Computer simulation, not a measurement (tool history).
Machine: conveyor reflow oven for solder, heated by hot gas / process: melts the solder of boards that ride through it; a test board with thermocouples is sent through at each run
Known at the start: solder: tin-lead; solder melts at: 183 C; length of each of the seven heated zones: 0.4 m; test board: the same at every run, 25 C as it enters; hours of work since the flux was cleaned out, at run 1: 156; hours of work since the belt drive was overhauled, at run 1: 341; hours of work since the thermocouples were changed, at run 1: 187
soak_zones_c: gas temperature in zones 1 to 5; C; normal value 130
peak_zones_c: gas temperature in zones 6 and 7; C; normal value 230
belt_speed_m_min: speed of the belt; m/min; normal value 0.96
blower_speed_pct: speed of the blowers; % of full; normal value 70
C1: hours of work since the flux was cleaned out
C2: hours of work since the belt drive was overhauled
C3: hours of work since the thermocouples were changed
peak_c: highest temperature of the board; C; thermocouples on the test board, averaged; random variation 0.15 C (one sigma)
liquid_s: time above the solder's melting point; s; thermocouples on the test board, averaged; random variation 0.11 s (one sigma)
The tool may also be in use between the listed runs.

Run 1, day 0: usual settings; C1 156; C2 341; C3 187. Result: peak_c 213.4 C, liquid_s 33.5 s.
Run 2, day 1: usual settings but peak_zones_c 229 C; C1 167; C2 353; C3 199. Result: peak_c 212.6 C, liquid_s 33.1 s.
Run 3, day 1.954: usual settings but peak_zones_c 224 C; C1 178; C2 363; C3 210. Result: peak_c 207.9 C, liquid_s 30.4 s.
Run 4, day 2.9: usual settings; C1 189; C2 374; C3 220. Result: peak_c 213.4 C, liquid_s 33.9 s.
Run 5, day 4.508: usual settings but belt_speed_m_min 0.997 m/min; C1 207; C2 392; C3 238. Result: peak_c 212 C, liquid_s 31.5 s.
Run 6, day 6.15: usual settings but belt_speed_m_min 0.997 m/min; C1 226; C2 411; C3 257. Result: peak_c 212.2 C, liquid_s 31.7 s.
Run 7, day 7.683: usual settings but belt_speed_m_min 0.997 m/min; C1 243; C2 428; C3 274. Result: peak_c 212.1 C, liquid_s 31.6 s.
Run 8, day 8.779: usual settings but peak_zones_c 223 C; C1 256; C2 441; C3 287. Result: peak_c 207.3 C, liquid_s 30 s.
Run 9, day 9.762: usual settings but peak_zones_c 223 C; C1 267; C2 452; C3 298. Result: peak_c 207 C, liquid_s 30 s.
Run 10, day 10.5: usual settings; C1 275; C2 460; C3 306. Result: peak_c 213.2 C, liquid_s 33.6 s.
Run 11, day 12.083: usual settings; C1 293; C2 478; C3 324. Result: peak_c 213.2 C, liquid_s 33.6 s.
Run 12, day 13.625: usual settings; C1 311; C2 496; C3 342. Result: peak_c 213.4 C, liquid_s 33.5 s.
Run 13, day 14.5: usual settings but belt_speed_m_min 0.976 m/min; C1 320; C2 506; C3 352. Result: peak_c 212.7 C, liquid_s 32.7 s.
Run 14, day 15.767: usual settings but soak_zones_c 118 C; C1 335; C2 520; C3 366. Result: peak_c 211.3 C, liquid_s 30.2 s.
At day 16.971: flux residue cleaned out of gas plates and filters.
Run 15, day 17.367: usual settings but soak_zones_c 127 C; C1 4; C2 536; C3 382. Result: peak_c 212.5 C, liquid_s 32.9 s.
Run 16, day 18.742: usual settings but soak_zones_c 127 C; C1 20; C2 551; C3 397. Result: peak_c 212.7 C, liquid_s 33.1 s.

What does the tool deliver on the next run?
Run 17, day 19.433: usual settings but belt_speed_m_min 0.774 m/min, blower_speed_pct 85 % of full; C1 28; C2 559; C3 405. Result: peak_c ?, liquid_s ?.

peak_c: 221.1 C
liquid_s: 48.5 s
Were there no unlogged condition in the tool, this run, its random variation unchanged, would have produced peak_c 221.1 C, liquid_s 48.5 s.

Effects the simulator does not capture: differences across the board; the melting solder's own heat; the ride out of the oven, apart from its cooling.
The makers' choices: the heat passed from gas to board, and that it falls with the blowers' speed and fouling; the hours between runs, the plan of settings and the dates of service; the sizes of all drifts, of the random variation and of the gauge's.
